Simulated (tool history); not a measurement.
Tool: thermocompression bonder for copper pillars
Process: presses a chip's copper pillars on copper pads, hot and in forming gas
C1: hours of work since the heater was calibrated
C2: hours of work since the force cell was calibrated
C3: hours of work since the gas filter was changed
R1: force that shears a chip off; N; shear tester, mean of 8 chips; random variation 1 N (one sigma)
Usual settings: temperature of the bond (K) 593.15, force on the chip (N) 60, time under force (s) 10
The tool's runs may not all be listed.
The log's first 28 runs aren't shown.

run 29 hour=288.6 | temperature_of_the_bond_(K)=600.15 force_on_the_chip_(N)=54 time_under_force_(s)=14 | C1=55 C2=458 C3=209 | R1=90.2
run 30 hour=295.0 | temperature_of_the_bond_(K)=602.15 force_on_the_chip_(N)=59 time_under_force_(s)=6 | C1=59 C2=462 C3=213 | R1=79.0
run 31 hour=303.0 | temperature_of_the_bond_(K)=611.15 force_on_the_chip_(N)=60 time_under_force_(s)=12 | C1=64 C2=467 C3=219 | R1=97.3
run 32 hour=312.4 | temperature_of_the_bond_(K)=611.15 force_on_the_chip_(N)=83 time_under_force_(s)=8 | C1=71 C2=473 C3=225 | R1=104.4
run 33 hour=324.9 | temperature_of_the_bond_(K)=570.15 force_on_the_chip_(N)=50 time_under_force_(s)=18 | C1=79 C2=482 C3=233 | R1=75.5
run 34 hour=335.2 | temperature_of_the_bond_(K)=593.15 force_on_the_chip_(N)=77 time_under_force_(s)=19 | C1=86 C2=488 C3=240 | R1=108.4
run 35 hour=348.6 | temperature_of_the_bond_(K)=618.15 force_on_the_chip_(N)=77 time_under_force_(s)=19 | C1=94 C2=497 C3=249 | R1=112.1
run 36 hour=359.4 | temperature_of_the_bond_(K)=595.15 force_on_the_chip_(N)=84 time_under_force_(s)=22 | C1=101 C2=504 C3=256 | R1=114.6
run 37 hour=373.2 | temperature_of_the_bond_(K)=603.15 force_on_the_chip_(N)=69 time_under_force_(s)=5 | C1=111 C2=513 C3=265 | R1=85.1
run 38 hour=379.3 | temperature_of_the_bond_(K)=596.15 force_on_the_chip_(N)=70 time_under_force_(s)=24 | C1=115 C2=517 C3=269 | R1=106.2
run 39 hour=389.5 | temperature_of_the_bond_(K)=593.15 force_on_the_chip_(N)=64 time_under_force_(s)=22 | C1=121 C2=524 C3=276 | R1=101.9

Run 40 comes next. What will it give?
run 40 hour=403.6 | temperature_of_the_bond_(K)=593.15 force_on_the_chip_(N)=64 time_under_force_(s)=22 | C1=131 C2=533 C3=285 | R1=?

{"run 40": {"R1": 103.0}}
Without the tool's hidden state the same run would have given R1 109.1 N.

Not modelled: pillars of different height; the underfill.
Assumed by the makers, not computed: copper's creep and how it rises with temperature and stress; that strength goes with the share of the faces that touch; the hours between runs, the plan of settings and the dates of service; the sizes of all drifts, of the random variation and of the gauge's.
